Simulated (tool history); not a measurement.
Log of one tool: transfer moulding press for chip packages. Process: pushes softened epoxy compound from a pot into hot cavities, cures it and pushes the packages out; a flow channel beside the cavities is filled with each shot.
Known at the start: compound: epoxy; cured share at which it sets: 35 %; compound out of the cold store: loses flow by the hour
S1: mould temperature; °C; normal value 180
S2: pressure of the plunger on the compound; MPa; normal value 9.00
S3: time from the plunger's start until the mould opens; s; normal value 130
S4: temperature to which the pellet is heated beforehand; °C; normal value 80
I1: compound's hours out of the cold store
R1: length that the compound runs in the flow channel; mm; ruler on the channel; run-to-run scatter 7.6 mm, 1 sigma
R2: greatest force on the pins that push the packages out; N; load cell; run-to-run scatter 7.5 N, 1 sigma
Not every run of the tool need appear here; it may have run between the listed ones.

run,day,S1,S2,S3,S4,I1,R1,R2
1,0.000,180,9.00,130,80,28.4,851,480
# day 0.133: cavities cleaned with cleaning compound and waxed
2,0.312,180,9.00,130,80,26.9,844,498
3,0.596,180,9.00,130,80,42.3,791,484
4,0.971,180,9.00,130,80,36.8,812,497
5,1.417,180,9.00,130,80,44.4,780,498
6,1.688,180,9.00,130,80,23.4,874,502
# day 1.871: cavities cleaned with cleaning compound and waxed, once more
7,2.046,180,9.00,130,80,30.4,839,339
8,2.350,180,9.00,112,80,11.7,898,461
9,2.671,180,9.00,112,81,37.8,793,453
10,2.908,180,9.00,130,80,29.5,832,375
11,3.238,180,9.00,130,79,9.1,917,380
12,3.738,180,9.00,130,79,15.7,889,417
13,4.012,180,9.00,113,80,13.3,905,532
14,4.254,180,9.00,113,80,10.8,914,551
15,4.767,180,10.40,143,80,47.1,830,353
16,5.254,172,9.00,130,73,15.8,890,708
17,5.696,180,9.00,151,74,39.9,788,390
18,5.929,180,9.00,149,79,32.5,826,389
# day 6.462: cavities cleaned with cleaning compound and waxed
19,6.462,184,9.50,127,79,31.4,844,286
20,7.021,175,8.69,143,80,10.6,901,392
21,7.408,180,9.00,130,85,40.8,794,370
22,7.862,182,9.00,130,76,33.0,809,367
23,8.129,180,8.59,130,80,10.8,880,400
24,8.450,183,8.01,130,80,12.6,834,372
25,8.950,175,10.58,125,86,22.2,936,594
26,9.212,183,10.58,125,89,32.3,880,408
27,9.750,183,10.58,125,89,15.1,958,402
28,10.062,186,10.58,135,89,33.6,861,385

Forecast each of these 3 alternatives for the next run:
A,10.438,175,9.00,130,80,45.1,?,?
B,10.438,173,9.00,159,90,43.6,?,?
C,10.438,186,10.02,111,77,36.2,?,?

run,R1,R2
A,773,571
B,787,443
C,831,440
Stripped of hidden state, with their random variation kept, the same runs would have yielded:
run,R1,R2
A,805,394
B,819,311
C,866,310
